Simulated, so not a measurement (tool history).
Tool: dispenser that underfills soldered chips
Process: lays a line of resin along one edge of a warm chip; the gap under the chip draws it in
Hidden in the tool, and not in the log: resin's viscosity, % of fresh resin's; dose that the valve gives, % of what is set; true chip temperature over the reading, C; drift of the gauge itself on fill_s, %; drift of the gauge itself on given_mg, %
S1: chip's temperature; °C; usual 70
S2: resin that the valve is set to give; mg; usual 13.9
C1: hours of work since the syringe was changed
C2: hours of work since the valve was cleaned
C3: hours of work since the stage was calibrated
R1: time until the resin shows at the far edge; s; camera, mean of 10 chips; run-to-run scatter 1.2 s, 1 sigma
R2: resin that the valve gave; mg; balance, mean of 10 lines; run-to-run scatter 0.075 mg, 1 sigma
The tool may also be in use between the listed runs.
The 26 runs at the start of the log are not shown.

| run | hour | S1 | S2 | C1 | C2 | C3 | R1 | R2 |
|---|---|---|---|---|---|---|---|---|
| 27 | 263.5 | 70 | 13.6 | 7 | 18 | 512 | 175.5 | 13.3 |
|  | 264.7 | new syringe of resin |
| 28 | 274.7 | 68 | 12.6 | 6 | 25 | 519 | 199.3 | 12.46 |
|  | 275.8 | new syringe of resin |
|  | 287.1 | new syringe of resin |
| 29 | 287.1 | 68 | 12.6 | 0 | 32 | 526 | 147.9 | 12.29 |
| 30 | 297.5 | 82 | 13.9 | 7 | 39 | 533 | 104.6 | 13.48 |
|  | 298.9 | new syringe of resin |
| 31 | 306.4 | 80 | 14.6 | 5 | 44 | 538 | 105.5 | 14.07 |
|  | 310.4 | new syringe of resin |
| 32 | 315.7 | 76 | 18.1 | 3 | 50 | 544 | 115.8 | 17.5 |
|  | 321.6 | new syringe of resin |
| 33 | 322.5 | 55 | 15.2 | 1 | 54 | 548 | 277.7 | 14.58 |
| 34 | 330.7 | 70 | 14.6 | 6 | 59 | 553 | 171.5 | 14.05 |

Forecast each of these 3 alternatives for the next run:
|  | 333.2 | new syringe of resin |
| A | 342.6 | 66 | 14.8 | 6 | 66 | 560 | ? | ? |
|  | 333.2 | new syringe of resin |
| B | 342.6 | 74 | 13.9 | 6 | 66 | 560 | ? | ? |
|  | 333.2 | new syringe of resin |
| C | 342.6 | 76 | 12.6 | 6 | 66 | 560 | ? | ? |

| run | R1 | R2 |
|---|---|---|
| A | 208.1 | 14.01 |
| B | 147.2 | 13.15 |
| C | 134.2 | 11.86 |
Without the tool's unlogged condition, the same runs would have read:
| run | R1 | R2 |
|---|---|---|
| A | 136.7 | 14.81 |
| B | 97 | 13.91 |
| C | 88.4 | 12.54 |
